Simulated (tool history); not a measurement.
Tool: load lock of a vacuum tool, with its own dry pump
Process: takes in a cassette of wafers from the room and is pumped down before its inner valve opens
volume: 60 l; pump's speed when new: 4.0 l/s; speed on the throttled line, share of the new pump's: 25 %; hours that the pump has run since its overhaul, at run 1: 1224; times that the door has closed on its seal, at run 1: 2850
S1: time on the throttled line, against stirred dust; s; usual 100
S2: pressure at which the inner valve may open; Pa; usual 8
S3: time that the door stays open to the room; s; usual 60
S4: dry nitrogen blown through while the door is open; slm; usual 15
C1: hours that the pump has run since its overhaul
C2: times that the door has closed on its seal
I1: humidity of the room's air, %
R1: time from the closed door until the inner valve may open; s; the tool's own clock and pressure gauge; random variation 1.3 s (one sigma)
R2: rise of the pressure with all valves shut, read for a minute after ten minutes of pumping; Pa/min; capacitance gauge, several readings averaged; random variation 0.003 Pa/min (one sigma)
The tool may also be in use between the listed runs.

{"run": 1, "day": 0.0, "S1": 100, "S2": 8, "S3": 60, "S4": 15, "C1": 1224, "C2": 2850, "I1": 46.5, "R1": 223.3, "R2": 0.044}
{"run": 2, "day": 9.008, "S1": 100, "S2": 8, "S3": 60, "S4": 15, "C1": 1440, "C2": 3570, "I1": 45, "R1": 220.3, "R2": 0.045}
{"run": 3, "day": 20.225, "S1": 100, "S2": 8, "S3": 60, "S4": 15, "C1": 1709, "C2": 4467, "I1": 46, "R1": 221.8, "R2": 0.044}
{"run": 4, "day": 27.017, "S1": 100, "S2": 8, "S3": 60, "S4": 15, "C1": 1872, "C2": 5010, "I1": 45.7, "R1": 219.4, "R2": 0.052}
{"run": 5, "day": 34.321, "S1": 100, "S2": 8, "S3": 60, "S4": 15, "C1": 2047, "C2": 5594, "I1": 41.1, "R1": 221.4, "R2": 0.056}
{"run": 6, "day": 45.733, "S1": 100, "S2": 8, "S3": 60, "S4": 15, "C1": 2321, "C2": 6507, "I1": 48.4, "R1": 220.9, "R2": 0.061}
{"run": 7, "day": 53.146, "S1": 100, "S2": 8, "S3": 60, "S4": 15, "C1": 2499, "C2": 7099, "I1": 40.8, "R1": 221.8, "R2": 0.063}
{"run": 8, "day": 61.125, "S1": 100, "S2": 8, "S3": 60, "S4": 15, "C1": 2691, "C2": 7737, "I1": 45.6, "R1": 222, "R2": 0.068}
{"run": 9, "day": 66.229, "S1": 100, "S2": 8, "S3": 60, "S4": 15, "C1": 2813, "C2": 8145, "I1": 48.4, "R1": 223.8, "R2": 0.074}
{"run": 10, "day": 76.471, "S1": 100, "S2": 8, "S3": 60, "S4": 15, "C1": 3059, "C2": 8964, "I1": 41, "R1": 221.5, "R2": 0.074}
{"run": 11, "day": 82.304, "S1": 100, "S2": 8, "S3": 60, "S4": 15, "C1": 3199, "C2": 9430, "I1": 44.4, "R1": 223.1, "R2": 0.081}
{"run": 12, "day": 93.096, "S1": 99, "S2": 8, "S3": 60, "S4": 15, "C1": 3458, "C2": 10293, "I1": 46.7, "R1": 221.1, "R2": 0.083}
{"run": 13, "day": 103.229, "S1": 100, "S2": 8, "S3": 60, "S4": 7, "C1": 3701, "C2": 11104, "I1": 46, "R1": 223.3, "R2": 0.102}
{"run": 14, "day": 112.908, "S1": 100, "S2": 8, "S3": 60, "S4": 7, "C1": 3933, "C2": 11878, "I1": 44.8, "R1": 225.6, "R2": 0.107}
{"run": 15, "day": 121.675, "S1": 100, "S2": 10, "S3": 60, "S4": 15, "C1": 4144, "C2": 12579, "I1": 46.5, "R1": 219.9, "R2": 0.104}
{"run": 16, "day": 128.621, "S1": 164, "S2": 10, "S3": 93, "S4": 15, "C1": 4310, "C2": 13134, "I1": 41.8, "R1": 265.1, "R2": 0.108}
{"run": 17, "day": 133.696, "S1": 148, "S2": 16, "S3": 93, "S4": 15, "C1": 4432, "C2": 13540, "I1": 44.5, "R1": 248.5, "R2": 0.117}
{"run": 18, "day": 141.317, "S1": 148, "S2": 16, "S3": 130, "S4": 15, "C1": 4615, "C2": 14149, "I1": 44, "R1": 247.2, "R2": 0.11}
{"run": 19, "day": 148.775, "S1": 148, "S2": 16, "S3": 130, "S4": 15, "C1": 4794, "C2": 14746, "I1": 42.4, "R1": 248.6, "R2": 0.12}
{"run": 20, "day": 159.333, "S1": 81, "S2": 16, "S3": 69, "S4": 10, "C1": 5048, "C2": 15590, "I1": 46.7, "R1": 199.9, "R2": 0.129}
{"run": 21, "day": 170.775, "S1": 100, "S2": 8, "S3": 102, "S4": 15, "C1": 5322, "C2": 16505, "I1": 45.2, "R1": 224.3, "R2": 0.137}
{"run": 22, "day": 177.762, "S1": 100, "S2": 8, "S3": 60, "S4": 15, "C1": 5490, "C2": 17063, "I1": 46, "R1": 225.7, "R2": 0.134}
{"run": 23, "day": 183.183, "S1": 100, "S2": 8, "S3": 60, "S4": 15, "C1": 5620, "C2": 17497, "I1": 43.7, "R1": 227, "R2": 0.14}

The next listed run, before its measurement:
{"run": 24, "day": 193.75, "S1": 53, "S2": 9, "S3": 61, "S4": 8, "C1": 5874, "C2": 18342, "I1": 47.4, "R1": "?", "R2": "?"}

{"run 24": {"R1": 191.4, "R2": 0.159}}
Without the tool's hidden state the same run would have given R1 181.2 s, R2 0.031 Pa/min.
